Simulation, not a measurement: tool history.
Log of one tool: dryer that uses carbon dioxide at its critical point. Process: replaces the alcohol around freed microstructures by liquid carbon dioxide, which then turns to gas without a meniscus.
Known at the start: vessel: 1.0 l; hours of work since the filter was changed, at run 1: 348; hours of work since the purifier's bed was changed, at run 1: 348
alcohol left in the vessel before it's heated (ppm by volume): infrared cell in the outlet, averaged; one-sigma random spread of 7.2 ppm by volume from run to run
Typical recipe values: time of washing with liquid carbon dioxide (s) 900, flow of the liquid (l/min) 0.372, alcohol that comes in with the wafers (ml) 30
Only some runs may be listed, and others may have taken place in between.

run     day  time of washing with liquid carbon dioxide (s)  flow of the liquid (l/min)  alcohol that comes in with the wafers (ml)  hours of work since the filter was changed  hours of work since the purifier's bed was changed  alcohol left in the vessel before it's heated (ppm by volume)
  1       0                                             900                       0.372                                          30                                         348                                                 348                                                            574
  2   0.688                                             600                       0.372                                          30                                         360                                                 360                                                           2108
  3   1.617                                             600                       0.372                                          30                                         376                                                 376                                                           2105
  4   2.358                                             600                       0.372                                          30                                         389                                                 389                                                           2111
  5   2.879                                             600                       0.372                                          30                                         398                                                 398                                                           2139
  6   3.883                                             900                       0.372                                          30                                         415                                                 415                                                            614
  7   4.812                                             900                       0.372                                          30                                         432                                                 432                                                            642
  8   5.792                                             900                       0.269                                          30                                         449                                                 449                                                           1836
  9   6.583                                             900                       0.269                                          30                                         462                                                 462                                                           1856
 10   7.012                                             900                       0.269                                          30                                         470                                                 470                                                           1915
 11   7.529                                             900                       0.269                                          30                                         479                                                 479                                                           1893
 12   8.238                                             900                       0.269                                          30                                         491                                                 491                                                           2026
 13   8.888                                             900                       0.372                                          30                                         502                                                 502                                                            676
 14    9.45                                             900                       0.372                                          30                                         512                                                 512                                                            682
 15  10.033                                             900                       0.372                                          30                                         522                                                 522                                                            698
 16  10.862                                             900                       0.372                                          81                                         536                                                 536                                                           1795
 17  11.746                                             900                       0.372                                          81                                         552                                                 552                                                           1795
 18  12.442                                             900                       0.372                                          24                                         564                                                 564                                                            620
     12.617  -- inlet filter changed
     13.004  -- purifier's bed changed
 19  13.138                                             900                       0.372                                          73                                           7                                                   2                                                            878
 20  13.888                                             900                       0.372                                          73                                          20                                                  15                                                            873
 21    14.5                                             900                       0.372                                          73                                          30                                                  26                                                            887
 22  15.246                                             900                       0.372                                          73                                          43                                                  39                                                            894
 23  15.771                                             900                       0.372                                          30                                          53                                                  48                                                            384
 24  16.638                                            1200                       0.561                                          73                                          68                                                  63                                                             26
 25  17.196                                             720                        0.23                                          77                                          77                                                  73                                                           9515
 26  17.846                                             720                       0.405                                          45                                          89                                                  84                                                            982
 27    18.8                                             720                       0.405                                          45                                         105                                                 101                                                            995
 28  19.438                                             720                       0.405                                          45                                         116                                                 112                                                           1026
 29  20.179                                             720                       0.405                                          45                                         129                                                 124                                                           1065
 30  20.921                                            1260                       0.282                                          23                                         142                                                 137                                                            273
 31  21.788                                             720                       0.317                                          24                                         157                                                 152                                                           1351
 32   22.65                                             720                       0.317                                          24                                         172                                                 167                                                           1342
 33  23.475                                             780                       0.366                                          25                                         186                                                 182                                                            698
 34  24.196                                             780                       0.311                                          97                                         199                                                 194                                                           4589
 35  24.654                                             660                       0.354                                          39                                         207                                                 202                                                           2047
 36  25.554                                             660                       0.354                                          39                                         222                                                 218                                                           2083
 37  26.196                                             900                       0.372                                          29                                         233                                                 229                                                            483
 38  26.671                                            1080                       0.272                                          61                                         242                                                 237                                                           1684
 39  27.246                                             840                       0.608                                          42                                         251                                                 247                                                             98
 40  27.979                                            1260                       0.261                                          48                                         264                                                 260                                                            887
 41  28.696                                            1260                       0.261                                          48                                         277                                                 272                                                            900
 42  29.267                                             840                       0.406                                          78                                         287                                                 282                                                           1176
 43    30.1                                            1020                       0.324                                         101                                         301                                                 296                                                           1798
 44  30.608                                             660                       0.577                                         101                                         310                                                 305                                                            888
 45  31.588                                            1260                       0.577                                         101                                         327                                                 322                                                             67
 46  32.396                                             960                       0.304                                          30                                         341                                                 336                                                            925

Some steps in alcohol left in the vessel before it's heated (ppm by volume), run to run, broken into two amounts with sign: the step expected even without the hidden condition (settings, incoming material, random variation), and the rest, left for the hidden condition together with whatever gauge scatter is not in both the measured and the hidden-condition-free result:
The hidden state here: flow that reaches the vessel past the clogged filter, %; alcohol in the recycled carbon dioxide, ppm; drift of the gauge itself on alcohol_ppm, %.
Run 15 -> 16: alcohol that comes in with the wafers (ml) 30 -> 81. alcohol left in the vessel before it's heated (ppm by volume) +1097: hidden state +513, all else +584.
Run 17 -> 18: alcohol that comes in with the wafers (ml) 81 -> 24. alcohol left in the vessel before it's heated (ppm by volume) -1175: hidden state -547, all else -628.
Run 24 -> 25: time of washing with liquid carbon dioxide (s) 1200 -> 720, flow of the liquid (l/min) 0.561 -> 0.23, alcohol that comes in with the wafers (ml) 73 -> 77. alcohol left in the vessel before it's heated (ppm by volume) +9489: hidden state +435, all else +9054.
Run 25 -> 26: flow of the liquid (l/min) 0.23 -> 0.405, alcohol that comes in with the wafers (ml) 77 -> 45. alcohol left in the vessel before it's heated (ppm by volume) -8533: hidden state -345, all else -8188.
Run 33 -> 34: flow of the liquid (l/min) 0.366 -> 0.311, alcohol that comes in with the wafers (ml) 25 -> 97. alcohol left in the vessel before it's heated (ppm by volume) +3891: hidden state +583, all else +3308.
